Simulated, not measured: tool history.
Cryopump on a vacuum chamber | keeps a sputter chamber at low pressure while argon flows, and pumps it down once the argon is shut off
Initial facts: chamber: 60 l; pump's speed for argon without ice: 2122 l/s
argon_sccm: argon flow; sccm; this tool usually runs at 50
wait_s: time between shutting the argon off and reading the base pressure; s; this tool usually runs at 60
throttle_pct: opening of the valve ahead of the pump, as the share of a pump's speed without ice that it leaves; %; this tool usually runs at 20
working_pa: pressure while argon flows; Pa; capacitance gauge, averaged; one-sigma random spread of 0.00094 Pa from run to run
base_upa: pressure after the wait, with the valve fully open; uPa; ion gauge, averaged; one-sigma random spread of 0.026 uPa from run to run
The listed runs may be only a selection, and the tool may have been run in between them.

run	day	argon_sccm	wait_s	throttle_pct	working_pa	base_upa
1	0	50	60	20	0.2008	1.36
2	2.121	50	60	20	0.1992	1.38
3	4.342	50	60	20	0.2006	1.44
4	6.183	50	60	39	0.1048	1.43
5	8.467	50	60	39	0.1039	1.45
6	10.038	50	60	39	0.1052	1.44
7	11.704	50	60	39	0.1049	1.45
8	13.579	50	60	20	0.2029	1.46
9	15.288	50	60	35	0.1179	1.49
10	17.467	50	60	35	0.1196	1.5
11	19.146	50	60	35	0.1187	1.52
12	20.625	50	60	35	0.1213	1.52
13	21.862	50	62	20	0.2057	1.41
14	23.458	50	39	20	0.2078	2.02
15	25.704	50	39	20	0.2074	2.06
16	27.158	50	58	20	0.2079	1.59
17	29.654	32	60	20	0.134	1.53
18	32.171	21	60	20	0.0886	1.57
19	33.525	23	154	31	0.0645	1.01
20	35.754	31	231	20	0.1313	0.91
21	37.312	67	27	23	0.2484	2.84
# day 38.704: pump warmed up, emptied and cooled again
22	39.754	67	27	18	0.2974	2.63

Forecast run 23:
23	40.908	67	27	18	?	?

Logged for run 23: working_pa 0.2956 Pa, base_upa 2.68 uPa.
With no hidden state in the tool, this same run would have given working_pa 0.2939 Pa, base_upa 2.3 uPa.
